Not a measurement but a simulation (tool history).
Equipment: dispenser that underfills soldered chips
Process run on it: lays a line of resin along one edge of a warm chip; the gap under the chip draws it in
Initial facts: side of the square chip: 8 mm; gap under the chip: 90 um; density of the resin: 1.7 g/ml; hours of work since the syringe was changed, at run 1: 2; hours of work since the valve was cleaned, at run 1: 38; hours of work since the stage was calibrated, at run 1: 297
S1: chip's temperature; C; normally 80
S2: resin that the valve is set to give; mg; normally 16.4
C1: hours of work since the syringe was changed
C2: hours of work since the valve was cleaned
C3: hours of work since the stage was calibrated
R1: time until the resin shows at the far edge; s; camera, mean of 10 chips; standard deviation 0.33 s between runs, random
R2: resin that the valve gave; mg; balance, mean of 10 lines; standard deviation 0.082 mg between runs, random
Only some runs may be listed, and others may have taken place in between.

{"run": 1, "day": 0.0, "S1": 80, "S2": 16.4, "C1": 2, "C2": 38, "C3": 297, "R1": 14.3, "R2": 15.73}
{"day": 0.412, "done": "new syringe of resin"}
{"day": 0.475, "done": "dispensing valve cleaned and set on the balance"}
{"run": 2, "day": 0.55, "S1": 80, "S2": 16.4, "C1": 1, "C2": 1, "C3": 304, "R1": 12.8, "R2": 16.39}
{"run": 3, "day": 0.888, "S1": 80, "S2": 16.4, "C1": 6, "C2": 6, "C3": 309, "R1": 17.5, "R2": 16.31}
{"day": 0.983, "done": "new syringe of resin"}
{"run": 4, "day": 1.229, "S1": 80, "S2": 16.4, "C1": 4, "C2": 11, "C3": 314, "R1": 14.9, "R2": 16.23}
{"day": 1.483, "done": "new syringe of resin"}
{"run": 5, "day": 1.558, "S1": 80, "S2": 16.4, "C1": 1, "C2": 15, "C3": 319, "R1": 13.3, "R2": 16.01}
{"run": 6, "day": 1.796, "S1": 80, "S2": 15.3, "C1": 5, "C2": 19, "C3": 322, "R1": 15.5, "R2": 14.92}
{"day": 1.988, "done": "new syringe of resin"}
{"run": 7, "day": 2.179, "S1": 77, "S2": 16.4, "C1": 3, "C2": 24, "C3": 327, "R1": 16.6, "R2": 16.04}
{"day": 2.5, "done": "new syringe of resin"}
{"run": 8, "day": 2.621, "S1": 77, "S2": 16.4, "C1": 2, "C2": 30, "C3": 334, "R1": 15.5, "R2": 16.06}
{"run": 9, "day": 2.971, "S1": 77, "S2": 16.4, "C1": 7, "C2": 35, "C3": 339, "R1": 20.7, "R2": 15.87}
{"day": 3.008, "done": "new syringe of resin"}
{"run": 10, "day": 3.321, "S1": 77, "S2": 16.4, "C1": 4, "C2": 40, "C3": 343, "R1": 18.1, "R2": 15.8}
{"day": 3.529, "done": "new syringe of resin"}
{"day": 3.65, "done": "dispensing valve cleaned and set on the balance"}
{"run": 11, "day": 3.779, "S1": 80, "S2": 16.4, "C1": 3, "C2": 2, "C3": 349, "R1": 14.2, "R2": 16.5}
{"run": 12, "day": 4.046, "S1": 80, "S2": 16.4, "C1": 7, "C2": 6, "C3": 353, "R1": 17.5, "R2": 16.23}
{"day": 4.088, "done": "new syringe of resin"}
{"run": 13, "day": 4.45, "S1": 80, "S2": 16.4, "C1": 5, "C2": 11, "C3": 359, "R1": 16.1, "R2": 16.17}
{"day": 4.6, "done": "new syringe of resin"}
{"run": 14, "day": 4.688, "S1": 80, "S2": 16.4, "C1": 1, "C2": 15, "C3": 362, "R1": 12.4, "R2": 16.11}
{"day": 5.125, "done": "new syringe of resin"}
{"run": 15, "day": 5.154, "S1": 74, "S2": 16.6, "C1": 0, "C2": 21, "C3": 369, "R1": 16.2, "R2": 16.23}
{"day": 5.638, "done": "new syringe of resin"}
{"run": 16, "day": 5.688, "S1": 66, "S2": 16.6, "C1": 1, "C2": 29, "C3": 376, "R1": 25.5, "R2": 16.26}
{"run": 17, "day": 6.042, "S1": 66, "S2": 16.6, "C1": 6, "C2": 34, "C3": 381, "R1": 33.8, "R2": 16.14}
{"day": 6.138, "done": "new syringe of resin"}
{"run": 18, "day": 6.367, "S1": 66, "S2": 16.6, "C1": 3, "C2": 38, "C3": 386, "R1": 29.0, "R2": 16.11}
{"run": 19, "day": 6.592, "S1": 79, "S2": 16.4, "C1": 7, "C2": 42, "C3": 389, "R1": 18.4, "R2": 15.84}
{"day": 6.633, "done": "new syringe of resin"}
{"day": 6.812, "done": "dispensing valve cleaned and set on the balance"}
{"run": 20, "day": 7.062, "S1": 79, "S2": 16.4, "C1": 6, "C2": 4, "C3": 395, "R1": 17.0, "R2": 16.2}
{"day": 7.183, "done": "new syringe of resin"}
{"run": 21, "day": 7.5, "S1": 79, "S2": 16.4, "C1": 5, "C2": 10, "C3": 401, "R1": 16.2, "R2": 16.22}
{"day": 7.7, "done": "new syringe of resin"}
{"run": 22, "day": 7.842, "S1": 76, "S2": 15.0, "C1": 2, "C2": 14, "C3": 406, "R1": 16.8, "R2": 14.74}
{"run": 23, "day": 8.142, "S1": 76, "S2": 15.0, "C1": 6, "C2": 19, "C3": 410, "R1": 20.8, "R2": 14.82}
{"day": 8.192, "done": "new syringe of resin"}
{"run": 24, "day": 8.554, "S1": 66, "S2": 21.3, "C1": 5, "C2": 25, "C3": 416, "R1": 32.5, "R2": 20.59}
{"day": 8.696, "done": "new syringe of resin"}
{"run": 25, "day": 8.942, "S1": 89, "S2": 18.1, "C1": 4, "C2": 30, "C3": 421, "R1": 9.1, "R2": 17.46}

Forecast each of these 3 alternatives for the next run:
{"day": 9.192, "done": "new syringe of resin"}
{"run": "A", "day": 9.292, "S1": 79, "S2": 15.1, "C1": 1, "C2": 35, "C3": 426, "R1": "?", "R2": "?"}
{"day": 9.192, "done": "new syringe of resin"}
{"run": "B", "day": 9.292, "S1": 87, "S2": 20.5, "C1": 1, "C2": 35, "C3": 426, "R1": "?", "R2": "?"}
{"day": 9.192, "done": "new syringe of resin"}
{"run": "C", "day": 9.292, "S1": 86, "S2": 17.2, "C1": 1, "C2": 35, "C3": 426, "R1": "?", "R2": "?"}

run=A R1=13.4 R2=14.55
run=B R1=8.7 R2=19.69
run=C R1=9.4 R2=16.74
The same runs, with their run-to-run variation unchanged, on a tool lacking any hidden condition would have given:
run=A R1=13.5 R2=15.12
run=B R1=8.7 R2=20.45
run=C R1=9.4 R2=17.38
